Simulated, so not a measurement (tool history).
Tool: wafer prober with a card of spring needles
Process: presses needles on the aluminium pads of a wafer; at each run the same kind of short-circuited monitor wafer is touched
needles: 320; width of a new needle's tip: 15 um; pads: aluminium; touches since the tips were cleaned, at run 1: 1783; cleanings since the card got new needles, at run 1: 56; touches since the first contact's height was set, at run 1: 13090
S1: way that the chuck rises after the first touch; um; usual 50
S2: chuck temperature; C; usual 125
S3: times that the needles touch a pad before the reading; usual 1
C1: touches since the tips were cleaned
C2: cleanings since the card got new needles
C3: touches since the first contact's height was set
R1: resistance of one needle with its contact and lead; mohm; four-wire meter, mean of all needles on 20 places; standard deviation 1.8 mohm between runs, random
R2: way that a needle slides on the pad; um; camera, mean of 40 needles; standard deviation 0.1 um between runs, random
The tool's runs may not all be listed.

run    day  S1   S2  S3    C1  C2     C3   R1     R2
  1  0.000  50  125   1  1783  56  13090  227   8.61
     0.058  -- tips cleaned on abrasive film
     0.296  -- tips cleaned on abrasive film
  2  0.392  50  125   1   896  58  16721  209   8.47
     0.517  -- tips cleaned on abrasive film
     0.767  -- tips cleaned on abrasive film
  3  0.871  50  125   1  1012  60  21225  214   8.46
     1.012  -- tips cleaned on abrasive film
     1.246  -- tips cleaned on abrasive film
     1.508  -- tips cleaned on abrasive film
  4  1.508  50  125   1     0  63  27160  190   8.34
     1.754  -- tips cleaned on abrasive film
     1.979  -- tips cleaned on abrasive film
  5  2.029  50  125   1   476  65  32031  203   8.35
     2.225  -- tips cleaned on abrasive film
     2.458  -- tips cleaned on abrasive film
  6  2.588  50  125   1  1232  67  37278  221   8.29
     2.679  -- tips cleaned on abrasive film
     2.942  -- tips cleaned on abrasive film
  7  2.954  50  125   1   128  69  40698  197   8.48
     3.167  -- tips cleaned on abrasive film
     3.396  -- tips cleaned on abrasive film
  8  3.525  50  125   1  1208  71  46029  221   8.25
     3.625  -- tips cleaned on abrasive film
     3.854  -- tips cleaned on abrasive film
     4.079  -- tips cleaned on abrasive film
  9  4.125  50  125   1   453  74  51654  204   8.05
     4.342  -- tips cleaned on abrasive film
     4.583  -- tips cleaned on abrasive film
 10  4.583  50  125   1     0  76  55919  192   8.14
     4.850  -- tips cleaned on abrasive film
     5.075  -- tips cleaned on abrasive film
 11  5.212  50  125   1  1307  78  61833  227   8.21
     5.275  -- height of the first contact set anew
     5.333  -- tips cleaned on abrasive film
 12  5.512  40   28   1  1702  79   2216  253   6.35
     5.571  -- tips cleaned on abrasive film
     5.825  -- tips cleaned on abrasive film
 13  5.971  48   43   3  1382  81   6507  192   7.68
     6.054  -- tips cleaned on abrasive film
 14  6.233  48   43   3  1706  82   8970  191   7.63
     6.288  -- tips cleaned on abrasive film
     6.529  -- tips cleaned on abrasive film
     6.767  -- tips cleaned on abrasive film
 15  6.825  48   43   3   538  85  14472  184   7.44
     7.000  -- tips cleaned on abrasive film
 16  7.121  39  125   1  1171  86  17268  262   6.01
     7.246  -- tips cleaned on abrasive film
     7.471  -- tips cleaned on abrasive film
 17  7.583  41   51   1  1067  88  21566  235   6.33
     7.712  -- tips cleaned on abrasive film
     7.962  -- tips cleaned on abrasive film
 18  7.971  66   28   1    61  90  25183  168  10.34
     8.183  -- tips cleaned on abrasive film
     8.233  -- height of the first contact set anew, once more
 19  8.308  50   53   1  1046  91    712  206   8.79
     8.446  -- tips cleaned on abrasive film
     8.696  -- tips cleaned on abrasive film
 20  8.825  35   51   1  1230  93   5554  249   6.17
     8.946  -- tips cleaned on abrasive film
     9.183  -- tips cleaned on abrasive film
 21  9.242  35   51   1   554  95   9447  222   5.86
     9.425  -- tips cleaned on abrasive film
     9.667  -- tips cleaned on abrasive film
 22  9.783  70   42   1  1118  97  14526  188  12.09

For each entry between runs, how does the tool's hidden state at the last listed run before it compare with that at the first listed run after it?
From run 1 to run 2: tips cleaned on abrasive film (day 0.058); tips cleaned on abrasive film (day 0.296)
  debris on the tips, nm: 111.9 -> 71.1; way that the needles fall short of the set height, um: 0.54 -> 0.79; tips' diameter, um: 17.19 -> 17.27
  difference, measured minus the result without the unlogged condition, R1: +39 -> +26 mohm; R2: -0.09 -> -0.13 um
From run 2 to run 3: tips cleaned on abrasive film (day 0.517); tips cleaned on abrasive film (day 0.767)
  debris on the tips, nm: 71.1 -> 76; way that the needles fall short of the set height, um: 0.79 -> 1.04; tips' diameter, um: 17.27 -> 17.36
  difference, measured minus the result without the unlogged condition, R1: +26 -> +28 mohm; R2: -0.13 -> -0.18 um
From run 3 to run 4: tips cleaned on abrasive film (day 1.012); tips cleaned on abrasive film (day 1.246); tips cleaned on abrasive film (day 1.508)
  debris on the tips, nm: 76 -> 9.5; way that the needles fall short of the set height, um: 1.04 -> 1.36; tips' diameter, um: 17.36 -> 17.47
  difference, measured minus the result without the unlogged condition, R1: +28 -> +6 mohm; R2: -0.18 -> -0.24 um
From run 4 to run 5: tips cleaned on abrasive film (day 1.754); tips cleaned on abrasive film (day 1.979)
  debris on the tips, nm: 9.5 -> 43.8; way that the needles fall short of the set height, um: 1.36 -> 1.58; tips' diameter, um: 17.47 -> 17.55
  difference, measured minus the result without the unlogged condition, R1: +6 -> +18 mohm; R2: -0.24 -> -0.27 um
From run 5 to run 6: tips cleaned on abrasive film (day 2.225); tips cleaned on abrasive film (day 2.458)
  debris on the tips, nm: 43.8 -> 92.3; way that the needles fall short of the set height, um: 1.58 -> 1.81; tips' diameter, um: 17.55 -> 17.63
  difference, measured minus the result without the unlogged condition, R1: +18 -> +35 mohm; R2: -0.27 -> -0.32 um
From run 6 to run 7: tips cleaned on abrasive film (day 2.679); tips cleaned on abrasive film (day 2.942)
  debris on the tips, nm: 92.3 -> 23.7; way that the needles fall short of the set height, um: 1.81 -> 2.1; tips' diameter, um: 17.63 -> 17.73
  difference, measured minus the result without the unlogged condition, R1: +35 -> +12 mohm; R2: -0.32 -> -0.36 um
From run 7 to run 8: tips cleaned on abrasive film (day 3.167); tips cleaned on abrasive film (day 3.396)
  debris on the tips, nm: 23.7 -> 84.3; way that the needles fall short of the set height, um: 2.1 -> 2.34; tips' diameter, um: 17.73 -> 17.81
  difference, measured minus the result without the unlogged condition, R1: +12 -> +35 mohm; R2: -0.36 -> -0.41 um
From run 8 to run 9: tips cleaned on abrasive film (day 3.625); tips cleaned on abrasive film (day 3.854); tips cleaned on abrasive film (day 4.079)
  debris on the tips, nm: 84.3 -> 43.2; way that the needles fall short of the set height, um: 2.34 -> 2.68; tips' diameter, um: 17.81 -> 17.94
  difference, measured minus the result without the unlogged condition, R1: +35 -> +20 mohm; R2: -0.41 -> -0.47 um
From run 9 to run 10: tips cleaned on abrasive film (day 4.342); tips cleaned on abrasive film (day 4.583)
  debris on the tips, nm: 43.2 -> 8.8; way that the needles fall short of the set height, um: 2.68 -> 2.93; tips' diameter, um: 17.94 -> 18.02
  difference, measured minus the result without the unlogged condition, R1: +20 -> +7 mohm; R2: -0.47 -> -0.51 um
From run 10 to run 11: tips cleaned on abrasive film (day 4.850); tips cleaned on abrasive film (day 5.075)
  debris on the tips, nm: 8.8 -> 98.8; way that the needles fall short of the set height, um: 2.93 -> 3.12; tips' diameter, um: 18.02 -> 18.09
  difference, measured minus the result without the unlogged condition, R1: +7 -> +42 mohm; R2: -0.51 -> -0.54 um
From run 11 to run 12: height of the first contact set anew (day 5.275); tips cleaned on abrasive film (day 5.333)
  debris on the tips, nm: 98.8 -> 111; way that the needles fall short of the set height, um: 3.12 -> 3.95; tips' diameter, um: 18.09 -> 18.12
  difference, measured minus the result without the unlogged condition, R1: +42 -> +84 mohm; R2: -0.54 -> -0.69 um
From run 12 to run 13: tips cleaned on abrasive film (day 5.571); tips cleaned on abrasive film (day 5.825)
  debris on the tips, nm: 111 -> 103.4; way that the needles fall short of the set height, um: 3.95 -> 4.18; tips' diameter, um: 18.12 -> 18.2
  difference, measured minus the result without the unlogged condition, R1: +84 -> +23 mohm; R2: -0.69 -> -0.72 um
From run 13 to run 14: tips cleaned on abrasive film (day 6.054)
  debris on the tips, nm: 103.4 -> 109.1; way that the needles fall short of the set height, um: 4.18 -> 4.29; tips' diameter, um: 18.2 -> 18.24
  difference, measured minus the result without the unlogged condition, R1: +23 -> +24 mohm; R2: -0.72 -> -0.76 um
From run 14 to run 15: tips cleaned on abrasive film (day 6.288); tips cleaned on abrasive film (day 6.529); tips cleaned on abrasive film (day 6.767)
  debris on the tips, nm: 109.1 -> 47.2; way that the needles fall short of the set height, um: 4.29 -> 4.6; tips' diameter, um: 18.24 -> 18.35
  difference, measured minus the result without the unlogged condition, R1: +24 -> +13 mohm; R2: -0.76 -> -0.78 um
From run 15 to run 16: tips cleaned on abrasive film (day 7.000)
  debris on the tips, nm: 47.2 -> 87.1; way that the needles fall short of the set height, um: 4.6 -> 4.72; tips' diameter, um: 18.35 -> 18.39
  difference, measured minus the result without the unlogged condition, R1: +13 -> +69 mohm; R2: -0.78 -> -0.83 um
From run 16 to run 17: tips cleaned on abrasive film (day 7.246); tips cleaned on abrasive film (day 7.471)
  debris on the tips, nm: 87.1 -> 77.6; way that the needles fall short of the set height, um: 4.72 -> 4.91; tips' diameter, um: 18.39 -> 18.45
  difference, measured minus the result without the unlogged condition, R1: +69 -> +61 mohm; R2: -0.83 -> -0.85 um
From run 17 to run 18: tips cleaned on abrasive film (day 7.712); tips cleaned on abrasive film (day 7.962)
  debris on the tips, nm: 77.6 -> 19.2; way that the needles fall short of the set height, um: 4.91 -> 5.09; tips' diameter, um: 18.45 -> 18.52
  difference, measured minus the result without the unlogged condition, R1: +61 -> +8 mohm; R2: -0.85 -> -0.87 um
From run 18 to run 19: tips cleaned on abrasive film (day 8.183); height of the first contact set anew, once more (day 8.233)
  debris on the tips, nm: 19.2 -> 80.8; way that the needles fall short of the set height, um: 5.09 -> 0; tips' diameter, um: 18.52 -> 18.57
  difference, measured minus the result without the unlogged condition, R1: +8 -> +35 mohm; R2: -0.87 -> +0.00 um
From run 19 to run 20: tips cleaned on abrasive film (day 8.446); tips cleaned on abrasive film (day 8.696)
  debris on the tips, nm: 80.8 -> 86.8; way that the needles fall short of the set height, um: 0 -> 0.22; tips' diameter, um: 18.57 -> 18.64
  difference, measured minus the result without the unlogged condition, R1: +35 -> +72 mohm; R2: +0.00 -> -0.04 um
From run 20 to run 21: tips cleaned on abrasive film (day 8.946); tips cleaned on abrasive film (day 9.183)
  debris on the tips, nm: 86.8 -> 50.9; way that the needles fall short of the set height, um: 0.22 -> 0.44; tips' diameter, um: 18.64 -> 18.72
  difference, measured minus the result without the unlogged condition, R1: +72 -> +45 mohm; R2: -0.04 -> -0.08 um
From run 21 to run 22: tips cleaned on abrasive film (day 9.425); tips cleaned on abrasive film (day 9.667)
  debris on the tips, nm: 50.9 -> 84; way that the needles fall short of the set height, um: 0.44 -> 0.61; tips' diameter, um: 18.72 -> 18.78
  difference, measured minus the result without the unlogged condition, R1: +45 -> +22 mohm; R2: -0.08 -> -0.10 um
